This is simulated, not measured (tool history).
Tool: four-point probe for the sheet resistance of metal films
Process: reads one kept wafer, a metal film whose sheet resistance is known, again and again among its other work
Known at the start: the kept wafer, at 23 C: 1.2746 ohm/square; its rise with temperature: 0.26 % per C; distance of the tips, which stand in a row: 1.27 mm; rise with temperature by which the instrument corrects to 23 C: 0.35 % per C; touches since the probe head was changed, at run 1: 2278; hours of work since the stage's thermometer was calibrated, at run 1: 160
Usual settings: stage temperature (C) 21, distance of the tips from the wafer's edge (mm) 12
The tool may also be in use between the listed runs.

run	hour	stage temperature (C)	distance of the tips from the wafer's edge (mm)	touches since the probe head was changed	hours of work since the stage's thermometer was calibrated	sheet resistance as the instrument gives it (ohm/square)
1	0.0	21	12	2278	160	1.291608
2	49.5	21	12	4993	198	1.292490
3	103.9	21	12	7974	240	1.291826
4	136.9	21	12	9785	266	1.292059
5	188.8	21	12	12631	305	1.292309
6	235.3	21	12	15178	341	1.292571
7	269.9	21	12	17073	368	1.292654
8	293.0	21	12	18341	385	1.293322
9	323.3	21	12	20005	409	1.293082
# hour 327.8: stage's thermometer calibrated
10	367.9	21	12	22421	31	1.293021
11	410.7	20	12	24767	64	1.294281
# hour 415.3: stage's thermometer calibrated, once more
12	449.3	32	7	26853	26	1.298297
13	498.5	33	73	29552	64	1.275282
14	547.8	21	9	32254	102	1.301040
15	595.3	21	9	34861	138	1.301592
16	649.7	22	8	37841	180	1.304520
17	687.2	22	8	39898	209	1.304565
18	725.7	34	61	42009	238	1.275935
19	760.5	31	31	43916	265	1.280042
20	787.0	24	38	45370	285	1.286560
21	842.5	19	56	48410	328	1.291473
22	875.5	22	18	50220	353	1.291964

4 ways to go on from here, each from the tool as it stands after run 22. What would each give?
A	920.4	25	16	52686	388	?
B	920.4	20	16	52686	388	?
C	920.4	20	10	52686	388	?
D	920.4	34	12	52686	388	?

run	sheet resistance as the instrument gives it (ohm/square)
A	1.290020
B	1.295056
C	1.301869
D	1.284400
Without the tool's hidden state the same runs would have given:
run	sheet resistance as the instrument gives it (ohm/square)
A	1.277048
B	1.282039
C	1.288789
D	1.271477
